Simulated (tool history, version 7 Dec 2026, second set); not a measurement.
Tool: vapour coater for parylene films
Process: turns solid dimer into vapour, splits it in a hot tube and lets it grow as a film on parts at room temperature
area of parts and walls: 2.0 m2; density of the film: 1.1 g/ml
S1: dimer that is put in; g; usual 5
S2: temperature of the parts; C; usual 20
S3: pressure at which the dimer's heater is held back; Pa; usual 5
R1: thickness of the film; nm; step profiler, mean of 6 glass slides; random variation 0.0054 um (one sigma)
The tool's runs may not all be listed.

run 1 day=0 | S1=5 S2=20 S3=5 | R1=1497
run 2 day=0.412 | S1=5 S2=20 S3=5 | R1=1493
run 3 day=1.146 | S1=5 S2=20 S3=5 | R1=1484
run 4 day=1.908 | S1=5 S2=20 S3=3.83 | R1=1492
run 5 day=2.617 | S1=3 S2=20 S3=5 | R1=882
run 6 day=3.579 | S1=3 S2=20 S3=5 | R1=887
run 7 day=4.238 | S1=3 S2=20 S3=5 | R1=887
run 8 day=5.004 | S1=3 S2=20 S3=5 | R1=885
run 9 day=5.654 | S1=3 S2=20 S3=5 | R1=887
run 10 day=6.154 | S1=5 S2=20 S3=5.51 | R1=1460
run 11 day=7.067 | S1=5 S2=20 S3=5.51 | R1=1444
run 12 day=7.854 | S1=3 S2=20 S3=5 | R1=864
run 13 day=8.896 | S1=3 S2=20 S3=5 | R1=945
run 14 day=9.458 | S1=3 S2=20 S3=5 | R1=948
run 15 day=10.008 | S1=3 S2=20 S3=5 | R1=943
run 16 day=10.475 | S1=3 S2=20 S3=5 | R1=939
run 17 day=10.904 | S1=5 S2=20 S3=5 | R1=1568
run 18 day=11.762 | S1=5 S2=20 S3=8.52 | R1=1526
run 19 day=12.654 | S1=5 S2=27 S3=5 | R1=1259
run 20 day=13.371 | S1=5 S2=27 S3=2.65 | R1=1291
run 21 day=14.225 | S1=5 S2=27 S3=2.65 | R1=1282
run 22 day=14.654 | S1=5 S2=27 S3=2.65 | R1=1291
run 23 day=15.308 | S1=5 S2=27 S3=2.65 | R1=1279
run 24 day=15.917 | S1=5 S2=17 S3=5 | R1=1700
run 25 day=16.558 | S1=5 S2=17 S3=5 | R1=1694
run 26 day=17.271 | S1=5 S2=17 S3=10.7 | R1=1631
run 27 day=17.817 | S1=5 S2=17 S3=10.7 | R1=1613
run 28 day=18.242 | S1=4 S2=17 S3=11.26 | R1=1297
run 29 day=18.983 | S1=7 S2=13 S3=3.42 | R1=2729
run 30 day=19.429 | S1=5 S2=20 S3=6.98 | R1=1484
run 31 day=20.05 | S1=5 S2=20 S3=6.98 | R1=1491
run 32 day=20.604 | S1=5 S2=20 S3=6.98 | R1=1496
run 33 day=21.558 | S1=5 S2=20 S3=6.98 | R1=1477
run 34 day=22.183 | S1=7 S2=16 S3=4.94 | R1=2404
run 35 day=23.142 | S1=7 S2=16 S3=4.94 | R1=2395
run 36 day=23.888 | S1=7 S2=16 S3=4.94 | R1=2397
run 37 day=24.492 | S1=7 S2=27 S3=9.32 | R1=1612
run 38 day=24.95 | S1=3 S2=12 S3=5 | R1=1158
run 39 day=25.438 | S1=3 S2=12 S3=5 | R1=1156
run 40 day=25.867 | S1=3 S2=22 S3=5 | R1=842
run 41 day=26.388 | S1=3 S2=20 S3=8.36 | R1=870
run 42 day=27.346 | S1=3 S2=20 S3=8.36 | R1=861
run 43 day=28.021 | S1=3 S2=20 S3=8.36 | R1=870
run 44 day=28.592 | S1=3 S2=20 S3=8.36 | R1=860
run 45 day=29.388 | S1=3 S2=20 S3=5.92 | R1=872
run 46 day=29.979 | S1=3 S2=20 S3=2.49 | R1=919
run 47 day=30.888 | S1=3 S2=27 S3=3.64 | R1=721
run 48 day=31.704 | S1=3 S2=27 S3=3.64 | R1=775

Not shown: 2 entries that the log had between the listed runs. Between which runs, and how does the tool's hidden state differ before and after?
Between runs 12 and 13: trap's valve overhauled (day 8.892)
  vapour lost through the trap's worn valve, %: 8.4 -> 0; true temperature of the parts over the reading, C: -0.74 -> -0.75
  measured less the result without the state, R1: -57 -> +23 nm
Between runs 47 and 48: trap's valve overhauled (day 31.467)
  vapour lost through the trap's worn valve, %: 8.8 -> 0.1; true temperature of the parts over the reading, C: -1.11 -> -1.12
  measured less the result without the state, R1: -41 -> +27 nm

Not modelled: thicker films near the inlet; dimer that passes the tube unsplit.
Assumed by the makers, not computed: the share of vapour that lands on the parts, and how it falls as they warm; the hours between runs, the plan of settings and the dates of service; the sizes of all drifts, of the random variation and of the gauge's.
